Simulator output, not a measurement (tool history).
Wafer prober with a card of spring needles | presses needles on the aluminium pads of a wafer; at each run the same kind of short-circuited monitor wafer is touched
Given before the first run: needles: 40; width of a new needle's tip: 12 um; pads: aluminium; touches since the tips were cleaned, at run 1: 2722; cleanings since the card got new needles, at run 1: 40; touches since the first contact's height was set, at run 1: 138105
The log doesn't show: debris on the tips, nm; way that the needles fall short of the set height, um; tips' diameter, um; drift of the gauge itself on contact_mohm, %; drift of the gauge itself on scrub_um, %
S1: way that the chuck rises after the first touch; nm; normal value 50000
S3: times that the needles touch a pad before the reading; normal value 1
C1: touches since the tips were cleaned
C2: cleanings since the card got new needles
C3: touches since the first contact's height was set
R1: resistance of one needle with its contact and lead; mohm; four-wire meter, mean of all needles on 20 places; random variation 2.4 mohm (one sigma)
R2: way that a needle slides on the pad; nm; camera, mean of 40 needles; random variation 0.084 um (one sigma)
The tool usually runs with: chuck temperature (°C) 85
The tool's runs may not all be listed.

Run 1, hour 0: usual settings; C1 2722; C2 40; C3 138105. Result: R1 361 mohm, R2 7200 nm.
At hour 1.2: tips cleaned on abrasive film.
At hour 7: tips cleaned on abrasive film.
At hour 12.8: tips cleaned on abrasive film.
Run 2, hour 16.3: usual settings; C1 2123; C2 43; C3 147871. Result: R1 351 mohm, R2 6960 nm.
At hour 17.6: tips cleaned on abrasive film.
At hour 23.3: tips cleaned on abrasive film.
At hour 28: tips cleaned on abrasive film.
Run 3, hour 31.5: usual settings; C1 2133; C2 46; C3 156918. Result: R1 354 mohm, R2 7180 nm.
At hour 32.7: tips cleaned on abrasive film.
At hour 38.5: tips cleaned on abrasive film.
At hour 44.3: tips cleaned on abrasive film.
Run 4, hour 44.6: usual settings; C1 145; C2 49; C3 164709. Result: R1 292 mohm, R2 7170 nm.
At hour 49.2: tips cleaned on abrasive film.
At hour 55: tips cleaned on abrasive film.
At hour 60.8: tips cleaned on abrasive film.
At hour 65.6: tips cleaned on abrasive film.
Run 5, hour 65.6: usual settings; C1 0; C2 53; C3 177286. Result: R1 288 mohm, R2 7050 nm.
At hour 71.4: tips cleaned on abrasive film.
At hour 77.2: tips cleaned on abrasive film.
Run 6, hour 81.7: usual settings but chuck temperature (°C) 67; C1 2766; C2 55; C3 186998. Result: R1 368 mohm, R2 7040 nm.
At hour 83: tips cleaned on abrasive film.
At hour 88.6: tips cleaned on abrasive film.
At hour 93.3: tips cleaned on abrasive film.
At hour 99.1: tips cleaned on abrasive film.
At hour 104.9: tips cleaned on abrasive film.
Run 7, hour 108: usual settings but chuck temperature (°C) 67; C1 1886; C2 60; C3 202688. Result: R1 348 mohm, R2 7030 nm.
At hour 110.4: tips cleaned on abrasive film.
At hour 116.1: tips cleaned on abrasive film.
At hour 121.9: tips cleaned on abrasive film.
At hour 124.5: height of the first contact set anew.
At hour 128: tips cleaned on abrasive film.
At hour 132.9: tips cleaned on abrasive film.
Run 8, hour 132.9: usual settings but S1 53000 nm; C1 0; C2 65; C3 4999. Result: R1 284 mohm, R2 8050 nm.
At hour 137.6: tips cleaned on abrasive film.
At hour 143.4: tips cleaned on abrasive film.
At hour 149.2: tips cleaned on abrasive film.
At hour 155: tips cleaned on abrasive film.
Run 9, hour 155.4: usual settings but S1 53000 nm; C1 273; C2 69; C3 18475. Result: R1 302 mohm, R2 7840 nm.
At hour 160.1: tips cleaned on abrasive film.
At hour 165.9: tips cleaned on abrasive film.
At hour 171.7: tips cleaned on abrasive film.
At hour 176.4: tips cleaned on abrasive film.
At hour 181.4: tips cleaned on abrasive film.
Run 10, hour 181.4: usual settings but S1 69000 nm; C1 0; C2 74; C3 33988. Result: R1 281 mohm, R2 10390 nm.
At hour 186.1: tips cleaned on abrasive film.
At hour 190.7: tips cleaned on abrasive film.
At hour 196.5: tips cleaned on abrasive film.
Run 11, hour 199.2: usual settings but S1 69000 nm; C1 1650; C2 77; C3 44645. Result: R1 319 mohm, R2 10330 nm.
At hour 201.6: tips cleaned on abrasive film.
At hour 207.4: tips cleaned on abrasive film.
Run 12, hour 211.5: usual settings but S1 69000 nm; C1 2536; C2 79; C3 52046. Result: R1 327 mohm, R2 10320 nm.
At hour 212.8: tips cleaned on abrasive film.
At hour 217.4: tips cleaned on abrasive film.
At hour 223.2: tips cleaned on abrasive film.
At hour 228.9: tips cleaned on abrasive film.
At hour 234.7: tips cleaned on abrasive film.
Run 13, hour 236.1: usual settings but S1 69000 nm; C1 813; C2 84; C3 66704. Result: R1 304 mohm, R2 10200 nm.
At hour 239.6: tips cleaned on abrasive film.
At hour 244.3: tips cleaned on abrasive film.
At hour 250.1: tips cleaned on abrasive film.
Run 14, hour 250.4: usual settings; C1 197; C2 87; C3 75237. Result: R1 304 mohm, R2 7240 nm.
At hour 255: tips cleaned on abrasive film.
At hour 259.7: tips cleaned on abrasive film.
Run 15, hour 264.2: usual settings but S1 48000 nm, chuck temperature (°C) 31; C1 2763; C2 89; C3 83557. Result: R1 368 mohm, R2 6970 nm.
At hour 265.5: tips cleaned on abrasive film.
At hour 270.1: tips cleaned on abrasive film.
At hour 275.9: tips cleaned on abrasive film.
Run 16, hour 276.3: usual settings but S1 48000 nm, chuck temperature (°C) 70; C1 228; C2 92; C3 90733. Result: R1 293 mohm, R2 6940 nm.
At hour 281: tips cleaned on abrasive film.
At hour 286.8: tips cleaned on abrasive film.
At hour 292.6: tips cleaned on abrasive film.
At hour 298.4: tips cleaned on abrasive film.
Run 17, hour 301.6: usual settings but S1 48000 nm, chuck temperature (°C) 70; C1 1963; C2 96; C3 105886. Result: R1 368 mohm, R2 6830 nm.
At hour 304: tips cleaned on abrasive film.
At hour 308.6: tips cleaned on abrasive film.
At hour 314.4: tips cleaned on abrasive film.
At hour 320.2: tips cleaned on abrasive film.
Run 18, hour 323.3: usual settings but S1 33000 nm, chuck temperature (°C) 62; C1 1851; C2 100; C3 118853. Result: R1 451 mohm, R2 4570 nm.
At hour 325.6: tips cleaned on abrasive film.
At hour 331.4: tips cleaned on abrasive film.
Run 19, hour 335: usual settings but S1 33000 nm, chuck temperature (°C) 62; C1 2198; C2 102; C3 125891. Result: R1 477 mohm, R2 4630 nm.
At hour 336.2: tips cleaned on abrasive film.
At hour 342: tips cleaned on abrasive film.
At hour 347.8: tips cleaned on abrasive film.
Run 20, hour 348.9: usual settings but S1 33000 nm, chuck temperature (°C) 62; C1 689; C2 105; C3 134199. Result: R1 382 mohm, R2 4400 nm.
At hour 353.6: tips cleaned on abrasive film.
At hour 359.4: tips cleaned on abrasive film.
At hour 365.2: tips cleaned on abrasive film.
Run 21, hour 369.7: usual settings but S1 32000 nm, chuck temperature (°C) 32, S3 2; C1 2740; C2 108; C3 146644. Result: R1 416 mohm, R2 4390 nm.
At hour 370.9: tips cleaned on abrasive film.
At hour 376.7: tips cleaned on abrasive film.
At hour 382.5: tips cleaned on abrasive film.
At hour 388.3: tips cleaned on abrasive film.
Run 22, hour 392: usual settings but chuck temperature (°C) 62; C1 2255; C2 112; C3 159988. Result: R1 376 mohm, R2 7060 nm.
At hour 393.2: tips cleaned on abrasive film.
At hour 397.9: tips cleaned on abrasive film.
At hour 403.5: tips cleaned on abrasive film.
At hour 409.3: tips cleaned on abrasive film.
Run 23, hour 411.7: usual settings but S1 35000 nm, chuck temperature (°C) 54, S3 2; C1 1439; C2 116; C3 171769. Result: R1 360 mohm, R2 4850 nm.
At hour 414.1: tips cleaned on abrasive film.
At hour 418.7: tips cleaned on abrasive film.
At hour 424.5: tips cleaned on abrasive film.
At hour 430.3: tips cleaned on abrasive film.
Run 24, hour 434.6: usual settings but S1 32000 nm, chuck temperature (°C) 27; C1 2617; C2 120; C3 185480. Result: R1 532 mohm, R2 4150 nm.
At hour 435.8: tips cleaned on abrasive film.
At hour 441.6: tips cleaned on abrasive film.
At hour 447.4: tips cleaned on abrasive film.
At hour 452: tips cleaned on abrasive film.
At hour 457.8: tips cleaned on abrasive film.
Run 25, hour 457.9: usual settings but S1 41000 nm, chuck temperature (°C) 26; C1 22; C2 125; C3 199352. Result: R1 286 mohm, R2 5610 nm.
At hour 463.6: tips cleaned on abrasive film.
At hour 469.4: tips cleaned on abrasive film.
At hour 475.2: tips cleaned on abrasive film.
At hour 480: height of the first contact set anew.
At hour 481.3: tips cleaned on abrasive film.
Run 26, hour 483.5: usual settings but S1 39000 nm, chuck temperature (°C) 50; C1 1328; C2 129; C3 2023. Result: R1 380 mohm, R2 5730 nm.
At hour 487: tips cleaned on abrasive film.
At hour 492.7: tips cleaned on abrasive film.
Run 27, hour 496.3: usual settings but S1 39000 nm, chuck temperature (°C) 50; C1 2164; C2 131; C3 9695. Result: R1 406 mohm, R2 5910 nm.
At hour 497.5: tips cleaned on abrasive film.
At hour 503.2: tips cleaned on abrasive film.
At hour 509: tips cleaned on abrasive film.
Run 28, hour 513.4: usual settings but S1 39000 nm, chuck temperature (°C) 50; C1 2673; C2 134; C3 19969. Result: R1 413 mohm, R2 5830 nm.

Each row is a separate what-if for the run after 28, all from the same tool condition, not one after another. Results?
At hour 514.7: tips cleaned on abrasive film.
At hour 519.3: tips cleaned on abrasive film.
At hour 525.1: tips cleaned on abrasive film.
Run A, hour 527.3: usual settings but S1 39000 nm, chuck temperature (°C) 26, S3 2; C1 1323; C2 137; C3 28226. Result: R1 ?, R2 ?.
At hour 514.7: tips cleaned on abrasive film.
At hour 519.3: tips cleaned on abrasive film.
At hour 525.1: tips cleaned on abrasive film.
Run B, hour 527.3: usual settings but S1 30000 nm, chuck temperature (°C) 29; C1 1323; C2 137; C3 28226. Result: R1 ?, R2 ?.
At hour 514.7: tips cleaned on abrasive film.
At hour 519.3: tips cleaned on abrasive film.
At hour 525.1: tips cleaned on abrasive film.
Run C, hour 527.3: usual settings but S1 43000 nm, chuck temperature (°C) 50; C1 1323; C2 137; C3 28226. Result: R1 ?, R2 ?.

run   R1    R2
  A  346  5790
  B  469  4420
  C  363  6450
What these runs would have given with no unlogged condition in the tool:
run   R1    R2
  A  271  5870
  B  272  4510
  C  267  6540
